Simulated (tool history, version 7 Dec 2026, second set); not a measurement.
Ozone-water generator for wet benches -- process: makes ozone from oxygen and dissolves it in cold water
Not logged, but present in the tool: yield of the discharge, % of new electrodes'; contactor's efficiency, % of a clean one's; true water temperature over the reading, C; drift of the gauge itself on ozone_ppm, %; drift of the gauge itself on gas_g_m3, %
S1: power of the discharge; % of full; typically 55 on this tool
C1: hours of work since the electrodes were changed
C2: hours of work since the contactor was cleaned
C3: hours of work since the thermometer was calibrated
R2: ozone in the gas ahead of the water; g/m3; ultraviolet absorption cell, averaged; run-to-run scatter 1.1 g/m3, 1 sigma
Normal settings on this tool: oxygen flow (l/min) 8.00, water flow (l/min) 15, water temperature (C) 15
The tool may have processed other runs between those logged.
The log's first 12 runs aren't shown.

run 13 hour=923.5 | S1=55 oxygen_flow_(l/min)=8.00 water_flow_(l/min)=15 water_temperature_(C)=20 | C1=3583 C2=693 C3=382 | dissolved_ozone_(ppm)=26.4 R2=169.2
run 14 hour=1011.6 | S1=55 oxygen_flow_(l/min)=8.00 water_flow_(l/min)=15 water_temperature_(C)=20 | C1=3649 C2=759 C3=448 | dissolved_ozone_(ppm)=26.3 R2=168.5
run 15 hour=1088.0 | S1=55 oxygen_flow_(l/min)=8.00 water_flow_(l/min)=15 water_temperature_(C)=15 | C1=3706 C2=816 C3=505 | dissolved_ozone_(ppm)=29.4 R2=167.8
-- hour=1125.0 water thermometer calibrated, once more
run 16 hour=1186.3 | S1=55 oxygen_flow_(l/min)=8.00 water_flow_(l/min)=15 water_temperature_(C)=15 | C1=3780 C2=889 C3=46 | dissolved_ozone_(ppm)=29.5 R2=166.7
run 17 hour=1296.0 | S1=55 oxygen_flow_(l/min)=8.00 water_flow_(l/min)=15 water_temperature_(C)=15 | C1=3862 C2=972 C3=128 | dissolved_ozone_(ppm)=29.6 R2=166.2
run 18 hour=1359.7 | S1=55 oxygen_flow_(l/min)=8.00 water_flow_(l/min)=15 water_temperature_(C)=15 | C1=3910 C2=1020 C3=176 | dissolved_ozone_(ppm)=29.3 R2=164.8
run 19 hour=1452.9 | S1=98 oxygen_flow_(l/min)=5.39 water_flow_(l/min)=22 water_temperature_(C)=17 | C1=3980 C2=1090 C3=246 | dissolved_ozone_(ppm)=31.6 R2=286.9
run 20 hour=1533.5 | S1=55 oxygen_flow_(l/min)=8.00 water_flow_(l/min)=18 water_temperature_(C)=14 | C1=4040 C2=1150 C3=307 | dissolved_ozone_(ppm)=26.4 R2=164.9
run 21 hour=1604.6 | S1=82 oxygen_flow_(l/min)=4.61 water_flow_(l/min)=18 water_temperature_(C)=14 | C1=4093 C2=1203 C3=360 | dissolved_ozone_(ppm)=32.5 R2=263.6
run 22 hour=1676.7 | S1=66 oxygen_flow_(l/min)=6.44 water_flow_(l/min)=12 water_temperature_(C)=8 | C1=4148 C2=1257 C3=414 | dissolved_ozone_(ppm)=41.7 R2=199.2
run 23 hour=1766.1 | S1=66 oxygen_flow_(l/min)=6.44 water_flow_(l/min)=12 water_temperature_(C)=8 | C1=4215 C2=1325 C3=481 | dissolved_ozone_(ppm)=41.5 R2=201.2

Predict the results of run 24:
run 24 hour=1869.0 | S1=55 oxygen_flow_(l/min)=8.00 water_flow_(l/min)=13 water_temperature_(C)=9 | C1=4292 C2=1402 C3=558 | dissolved_ozone_(ppm)=? R2=?

Run 24 measured dissolved ozone (ppm) 34.6, R2 163.4 g/m3.
If the tool had no hidden condition, the same run with the same run-to-run variation would have returned dissolved ozone (ppm) 41.4, R2 191.6 g/m3.
